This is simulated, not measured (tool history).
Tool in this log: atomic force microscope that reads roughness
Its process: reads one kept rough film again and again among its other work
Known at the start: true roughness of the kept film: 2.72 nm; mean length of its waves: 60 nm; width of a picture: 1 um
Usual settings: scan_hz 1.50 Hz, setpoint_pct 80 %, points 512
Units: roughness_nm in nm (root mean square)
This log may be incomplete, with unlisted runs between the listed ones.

run   hour  scan_hz  setpoint_pct  points  roughness_nm
  1    0.0     1.50            80     512         2.333
  2    9.0     1.50            79     512         2.330
  3   25.1     1.50            80     512         2.301
      27.5  -- height scale calibrated on a step standard
  4   38.3     1.50            80     512         2.276
  5   47.2     1.50            80     512         2.269
      59.7  -- height scale calibrated on a step standard, once more
  6   65.3     0.68            80     512         2.377
  7   78.9     0.55            64     793         2.427
  8   89.0     3.44            77     491         1.998
  9  101.6     1.18            75     491         2.250
 10  112.9     1.18            60     914         2.363
     118.4  -- new tip fitted
 11  121.6     0.72            60     449         2.594

Alternative continuations, all from the tool just after run 11; predict every row:
  A  136.4     1.50            80     257             ?
  B  136.4     1.05            75     512             ?
  C  136.4     3.79            80     603             ?
  D  136.4     1.50            69     397             ?

run  roughness_nm
  A         2.306
  B         2.427
  C         1.977
  D         2.418
Stripped of hidden state, with their random variation kept, the same runs would have yielded:
run  roughness_nm
  A         2.343
  B         2.466
  C         2.009
  D         2.457
